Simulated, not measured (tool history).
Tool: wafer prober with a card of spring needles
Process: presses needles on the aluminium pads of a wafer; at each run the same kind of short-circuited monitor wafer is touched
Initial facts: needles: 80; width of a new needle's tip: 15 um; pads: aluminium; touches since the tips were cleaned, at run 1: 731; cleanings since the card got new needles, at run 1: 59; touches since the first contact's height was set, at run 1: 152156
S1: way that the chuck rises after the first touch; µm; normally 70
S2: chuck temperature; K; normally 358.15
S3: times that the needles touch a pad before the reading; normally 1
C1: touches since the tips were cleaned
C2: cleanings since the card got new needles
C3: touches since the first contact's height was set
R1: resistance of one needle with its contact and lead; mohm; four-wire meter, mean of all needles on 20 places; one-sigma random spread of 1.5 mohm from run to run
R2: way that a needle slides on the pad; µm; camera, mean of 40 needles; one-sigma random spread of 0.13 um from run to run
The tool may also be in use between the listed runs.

| run | hour | S1 | S2 | S3 | C1 | C2 | C3 | R1 | R2 |
|---|---|---|---|---|---|---|---|---|---|
| 1 | 0.0 | 70 | 358.15 | 1 | 731 | 59 | 152156 | 152 | 17.95 |
|  | 6.3 | tips cleaned on abrasive film |
| 2 | 9.2 | 70 | 358.15 | 1 | 781 | 60 | 154606 | 151 | 18.11 |
|  | 14.7 | tips cleaned on abrasive film |
|  | 22.9 | tips cleaned on abrasive film |
| 3 | 23.8 | 70 | 353.15 | 1 | 239 | 62 | 158449 | 141 | 17.95 |
|  | 31.2 | tips cleaned on abrasive film |
| 4 | 36.7 | 54 | 353.15 | 1 | 1487 | 63 | 161895 | 179 | 13.19 |
|  | 39.9 | tips cleaned on abrasive film |
| 5 | 43.9 | 54 | 353.15 | 1 | 1062 | 64 | 163785 | 174 | 13.27 |
|  | 49.0 | tips cleaned on abrasive film |
| 6 | 51.8 | 54 | 353.15 | 1 | 747 | 65 | 165884 | 162 | 13.20 |
|  | 57.4 | tips cleaned on abrasive film |
| 7 | 64.6 | 54 | 353.15 | 2 | 1941 | 66 | 169304 | 171 | 12.91 |
|  | 65.6 | tips cleaned on abrasive film |
|  | 73.6 | tips cleaned on abrasive film |
| 8 | 77.6 | 70 | 350.15 | 1 | 1049 | 68 | 172719 | 152 | 17.63 |
|  | 81.2 | height of the first contact set anew |
|  | 82.3 | tips cleaned on abrasive film |
| 9 | 86.7 | 70 | 358.15 | 1 | 1185 | 69 | 1448 | 151 | 19.69 |
|  | 90.6 | tips cleaned on abrasive film |
| 10 | 93.5 | 82 | 363.15 | 2 | 787 | 70 | 3256 | 138 | 23.10 |
|  | 98.7 | tips cleaned on abrasive film |
| 11 | 104.6 | 70 | 383.15 | 2 | 1579 | 71 | 6200 | 152 | 19.62 |
|  | 106.8 | tips cleaned on abrasive film |
|  | 115.2 | tips cleaned on abrasive film |
| 12 | 115.8 | 60 | 326.15 | 1 | 150 | 73 | 9154 | 138 | 16.39 |
|  | 123.5 | tips cleaned on abrasive film |
| 13 | 130.0 | 60 | 326.15 | 1 | 1730 | 74 | 12933 | 162 | 16.65 |
|  | 132.3 | tips cleaned on abrasive film |
| 14 | 139.5 | 60 | 326.15 | 1 | 1924 | 75 | 15445 | 165 | 16.79 |
|  | 140.4 | tips cleaned on abrasive film |
| 15 | 146.3 | 70 | 302.15 | 2 | 1600 | 76 | 17268 | 140 | 19.33 |
|  | 148.5 | tips cleaned on abrasive film |
| 16 | 153.2 | 88 | 314.15 | 1 | 1250 | 77 | 19077 | 137 | 24.26 |
|  | 156.9 | tips cleaned on abrasive film |
|  | 165.5 | tips cleaned on abrasive film |
| 17 | 167.1 | 88 | 314.15 | 1 | 439 | 79 | 22755 | 132 | 24.51 |
|  | 174.5 | tips cleaned on abrasive film |
| 18 | 178.2 | 88 | 314.15 | 1 | 1015 | 80 | 25716 | 136 | 24.27 |

Predict each of these 5 candidate next runs independently; none follows another, all start after run 18:
|  | 183.3 | tips cleaned on abrasive film |
| A | 187.8 | 88 | 303.15 | 1 | 1205 | 81 | 28247 | ? | ? |
|  | 183.3 | tips cleaned on abrasive film |
| B | 187.8 | 52 | 395.15 | 1 | 1205 | 81 | 28247 | ? | ? |
|  | 183.3 | tips cleaned on abrasive film |
| C | 187.8 | 88 | 350.15 | 1 | 1205 | 81 | 28247 | ? | ? |
|  | 183.3 | tips cleaned on abrasive film |
| D | 187.8 | 70 | 379.15 | 1 | 1205 | 81 | 28247 | ? | ? |
|  | 183.3 | tips cleaned on abrasive film |
| E | 187.8 | 77 | 313.15 | 2 | 1205 | 81 | 28247 | ? | ? |

| run | R1 | R2 |
|---|---|---|
| A | 139 | 24.14 |
| B | 177 | 14.22 |
| C | 144 | 24.43 |
| D | 158 | 19.26 |
| E | 137 | 21.14 |
With no hidden state in the tool, these same runs would have given:
| run | R1 | R2 |
|---|---|---|
| A | 123 | 24.48 |
| B | 143 | 14.56 |
| C | 130 | 24.77 |
| D | 137 | 19.59 |
| E | 125 | 21.47 |
